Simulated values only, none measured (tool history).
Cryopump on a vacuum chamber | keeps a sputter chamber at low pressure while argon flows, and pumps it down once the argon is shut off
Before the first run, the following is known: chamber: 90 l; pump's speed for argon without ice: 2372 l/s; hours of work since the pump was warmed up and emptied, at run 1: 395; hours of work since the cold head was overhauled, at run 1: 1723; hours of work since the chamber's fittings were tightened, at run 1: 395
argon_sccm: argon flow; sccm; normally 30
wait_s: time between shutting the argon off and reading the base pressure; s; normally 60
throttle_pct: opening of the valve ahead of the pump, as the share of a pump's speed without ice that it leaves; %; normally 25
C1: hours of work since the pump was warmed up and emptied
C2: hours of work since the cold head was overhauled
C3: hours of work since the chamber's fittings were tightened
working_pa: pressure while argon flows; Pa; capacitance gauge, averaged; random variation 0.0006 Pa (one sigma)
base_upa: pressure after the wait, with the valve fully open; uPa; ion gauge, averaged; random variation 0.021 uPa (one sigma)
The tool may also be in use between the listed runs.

{"run": 1, "hour": 0.0, "argon_sccm": 30, "wait_s": 60, "throttle_pct": 25, "C1": 395, "C2": 1723, "C3": 395, "working_pa": 0.0879, "base_upa": 0.94}
{"run": 2, "hour": 39.3, "argon_sccm": 30, "wait_s": 60, "throttle_pct": 25, "C1": 422, "C2": 1750, "C3": 422, "working_pa": 0.0884, "base_upa": 0.92}
{"run": 3, "hour": 70.8, "argon_sccm": 30, "wait_s": 60, "throttle_pct": 25, "C1": 443, "C2": 1771, "C3": 443, "working_pa": 0.0886, "base_upa": 0.97}
{"run": 4, "hour": 114.3, "argon_sccm": 30, "wait_s": 60, "throttle_pct": 25, "C1": 472, "C2": 1801, "C3": 472, "working_pa": 0.0884, "base_upa": 1.01}
{"run": 5, "hour": 157.0, "argon_sccm": 30, "wait_s": 60, "throttle_pct": 25, "C1": 501, "C2": 1829, "C3": 501, "working_pa": 0.0901, "base_upa": 1}
{"run": 6, "hour": 194.9, "argon_sccm": 30, "wait_s": 60, "throttle_pct": 25, "C1": 527, "C2": 1855, "C3": 527, "working_pa": 0.0897, "base_upa": 1.01}
{"run": 7, "hour": 228.3, "argon_sccm": 30, "wait_s": 60, "throttle_pct": 25, "C1": 549, "C2": 1878, "C3": 549, "working_pa": 0.0884, "base_upa": 1.05}
{"run": 8, "hour": 288.7, "argon_sccm": 30, "wait_s": 60, "throttle_pct": 25, "C1": 590, "C2": 1918, "C3": 590, "working_pa": 0.0894, "base_upa": 1.12}
{"hour": 343.4, "done": "pump warmed up, emptied and cooled again"}
{"run": 9, "hour": 347.4, "argon_sccm": 30, "wait_s": 60, "throttle_pct": 25, "C1": 3, "C2": 1955, "C3": 626, "working_pa": 0.0854, "base_upa": 1.04}
{"run": 10, "hour": 417.9, "argon_sccm": 30, "wait_s": 60, "throttle_pct": 25, "C1": 50, "C2": 2002, "C3": 674, "working_pa": 0.086, "base_upa": 1.08}
{"run": 11, "hour": 474.7, "argon_sccm": 30, "wait_s": 60, "throttle_pct": 25, "C1": 89, "C2": 2041, "C3": 712, "working_pa": 0.0854, "base_upa": 1.19}
{"run": 12, "hour": 529.8, "argon_sccm": 30, "wait_s": 60, "throttle_pct": 25, "C1": 126, "C2": 2078, "C3": 750, "working_pa": 0.0859, "base_upa": 1.18}
{"run": 13, "hour": 586.9, "argon_sccm": 30, "wait_s": 60, "throttle_pct": 25, "C1": 165, "C2": 2117, "C3": 788, "working_pa": 0.0867, "base_upa": 1.2}
{"run": 14, "hour": 619.9, "argon_sccm": 51, "wait_s": 60, "throttle_pct": 25, "C1": 187, "C2": 2139, "C3": 810, "working_pa": 0.1476, "base_upa": 1.22}
{"run": 15, "hour": 661.0, "argon_sccm": 30, "wait_s": 60, "throttle_pct": 25, "C1": 215, "C2": 2167, "C3": 838, "working_pa": 0.0862, "base_upa": 1.27}
{"run": 16, "hour": 710.1, "argon_sccm": 30, "wait_s": 60, "throttle_pct": 25, "C1": 248, "C2": 2200, "C3": 871, "working_pa": 0.0873, "base_upa": 1.3}
{"run": 17, "hour": 752.3, "argon_sccm": 30, "wait_s": 60, "throttle_pct": 25, "C1": 276, "C2": 2228, "C3": 900, "working_pa": 0.0868, "base_upa": 1.41}
{"run": 18, "hour": 808.7, "argon_sccm": 30, "wait_s": 142, "throttle_pct": 46, "C1": 314, "C2": 2266, "C3": 938, "working_pa": 0.0488, "base_upa": 1.24}
{"run": 19, "hour": 882.0, "argon_sccm": 30, "wait_s": 142, "throttle_pct": 46, "C1": 364, "C2": 2316, "C3": 987, "working_pa": 0.0484, "base_upa": 1.26}
{"run": 20, "hour": 942.0, "argon_sccm": 56, "wait_s": 213, "throttle_pct": 26, "C1": 404, "C2": 2356, "C3": 1028, "working_pa": 0.1579, "base_upa": 1.25}
{"run": 21, "hour": 1011.1, "argon_sccm": 56, "wait_s": 23, "throttle_pct": 26, "C1": 451, "C2": 2403, "C3": 1075, "working_pa": 0.1576, "base_upa": 2.1}
{"run": 22, "hour": 1084.9, "argon_sccm": 56, "wait_s": 23, "throttle_pct": 26, "C1": 501, "C2": 2453, "C3": 1125, "working_pa": 0.1594, "base_upa": 2.18}
{"run": 23, "hour": 1151.0, "argon_sccm": 20, "wait_s": 79, "throttle_pct": 57, "C1": 546, "C2": 2498, "C3": 1169, "working_pa": 0.0271, "base_upa": 1.57}
{"run": 24, "hour": 1212.9, "argon_sccm": 26, "wait_s": 218, "throttle_pct": 22, "C1": 587, "C2": 2540, "C3": 1211, "working_pa": 0.0869, "base_upa": 1.49}
{"run": 25, "hour": 1262.8, "argon_sccm": 26, "wait_s": 218, "throttle_pct": 22, "C1": 621, "C2": 2573, "C3": 1245, "working_pa": 0.0869, "base_upa": 1.54}
{"hour": 1272.2, "done": "pump warmed up, emptied and cooled again"}
{"run": 26, "hour": 1306.5, "argon_sccm": 28, "wait_s": 60, "throttle_pct": 46, "C1": 23, "C2": 2599, "C3": 1271, "working_pa": 0.0442, "base_upa": 1.61}
{"run": 27, "hour": 1373.4, "argon_sccm": 28, "wait_s": 60, "throttle_pct": 46, "C1": 68, "C2": 2645, "C3": 1316, "working_pa": 0.0449, "base_upa": 1.64}
{"run": 28, "hour": 1448.9, "argon_sccm": 27, "wait_s": 284, "throttle_pct": 59, "C1": 119, "C2": 2696, "C3": 1367, "working_pa": 0.0336, "base_upa": 1.46}
{"run": 29, "hour": 1518.5, "argon_sccm": 23, "wait_s": 60, "throttle_pct": 27, "C1": 166, "C2": 2743, "C3": 1414, "working_pa": 0.0619, "base_upa": 1.82}
{"run": 30, "hour": 1578.2, "argon_sccm": 14, "wait_s": 85, "throttle_pct": 25, "C1": 207, "C2": 2783, "C3": 1454, "working_pa": 0.0409, "base_upa": 1.7}
{"run": 31, "hour": 1646.4, "argon_sccm": 28, "wait_s": 171, "throttle_pct": 34, "C1": 253, "C2": 2829, "C3": 1501, "working_pa": 0.0601, "base_upa": 1.7}
{"run": 32, "hour": 1720.8, "argon_sccm": 31, "wait_s": 200, "throttle_pct": 25, "C1": 303, "C2": 2879, "C3": 1551, "working_pa": 0.0903, "base_upa": 1.67}
{"run": 33, "hour": 1789.8, "argon_sccm": 31, "wait_s": 200, "throttle_pct": 25, "C1": 350, "C2": 2926, "C3": 1597, "working_pa": 0.0912, "base_upa": 1.77}
{"hour": 1845.4, "done": "leaking fittings of the chamber tightened, without venting"}
{"run": 34, "hour": 1855.5, "argon_sccm": 19, "wait_s": 75, "throttle_pct": 17, "C1": 393, "C2": 2969, "C3": 7, "working_pa": 0.082, "base_upa": 0.43}

Consider 3 possible next runs. They are alternatives, not a sequence: every one starts from the tool as it was left by run 34. What does each give?
{"run": "A", "hour": 1902.4, "argon_sccm": 27, "wait_s": 189, "throttle_pct": 15, "C1": 424, "C2": 3001, "C3": 39, "working_pa": "?", "base_upa": "?"}
{"run": "B", "hour": 1902.4, "argon_sccm": 56, "wait_s": 23, "throttle_pct": 36, "C1": 424, "C2": 3001, "C3": 39, "working_pa": "?", "base_upa": "?"}
{"run": "C", "hour": 1902.4, "argon_sccm": 19, "wait_s": 22, "throttle_pct": 36, "C1": 424, "C2": 3001, "C3": 39, "working_pa": "?", "base_upa": "?"}

run=A working_pa=0.1307 base_upa=0.26
run=B working_pa=0.117 base_upa=1.04
run=C working_pa=0.0393 base_upa=1.12
With no hidden state in the tool, these same runs would have given:
run=A working_pa=0.1283 base_upa=0.2
run=B working_pa=0.1121 base_upa=0.98
run=C working_pa=0.0376 base_upa=1.06
